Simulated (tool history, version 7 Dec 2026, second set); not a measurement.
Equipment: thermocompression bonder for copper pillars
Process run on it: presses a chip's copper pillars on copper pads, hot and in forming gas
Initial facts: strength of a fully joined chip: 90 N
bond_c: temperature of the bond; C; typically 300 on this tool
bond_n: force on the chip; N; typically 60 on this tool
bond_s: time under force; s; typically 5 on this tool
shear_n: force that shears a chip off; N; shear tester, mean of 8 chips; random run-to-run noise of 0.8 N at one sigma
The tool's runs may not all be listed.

run	day	bond_c	bond_n	bond_s	shear_n
1	0.000	300	60	5	59.3
2	3.754	300	60	5	58.1
3	6.821	300	60	3	50.5
4	10.354	300	60	3	49.1
5	12.292	300	60	3	50.8
6	15.775	277	60	5	44.4
7	17.871	277	60	5	45.3
8	20.138	277	60	5	44.5
# day 20.475: forming gas filter changed
9	22.838	277	60	5	48.8
10	25.475	300	60	5	61.2
11	27.704	300	60	5	60.5
12	29.467	300	60	5	60.7
13	31.325	300	60	5	59.4
14	35.208	300	87	5	75.3
15	38.250	300	60	5	58.6
16	42.496	300	60	5	58.1
17	45.979	300	60	5	57.0
18	48.812	300	60	5	57.1
19	50.600	300	83	5	72.1
20	52.596	300	83	3	63.8
21	54.946	300	83	3	63.5
22	57.675	300	83	3	62.3
23	61.529	309	60	5	60.2
24	64.562	309	60	5	59.6
25	66.538	309	60	5	59.2
# day 67.583: forming gas filter changed
26	70.125	277	37	4	25.1
27	72.254	277	37	4	23.5
28	75.567	277	37	4	23.0
29	79.062	277	37	4	23.4
30	82.246	275	37	7	28.0
31	85.488	271	65	7	49.5
32	87.550	271	65	7	49.5
33	89.608	327	62	4	68.1
34	92.271	289	74	10	70.4
35	95.125	289	74	10	69.1
36	97.296	330	43	3	47.1
37	99.267	330	43	3	46.2
38	103.450	330	43	3	46.8
39	105.892	297	60	5	53.1
40	107.679	327	60	5	65.2
41	111.021	281	68	5	48.6

Consider 3 possible next runs. They are alternatives, not a sequence: every one starts from the tool as it was left by run 41. What does each give?
A	113.042	300	84	5	?
B	113.042	319	62	4	?
C	113.042	300	60	7	?

run	shear_n
A	66.6
B	60.5
C	58.0
Had the tool no hidden state, the same runs would have come out as:
run	shear_n
A	76.2
B	70.3
C	67.7
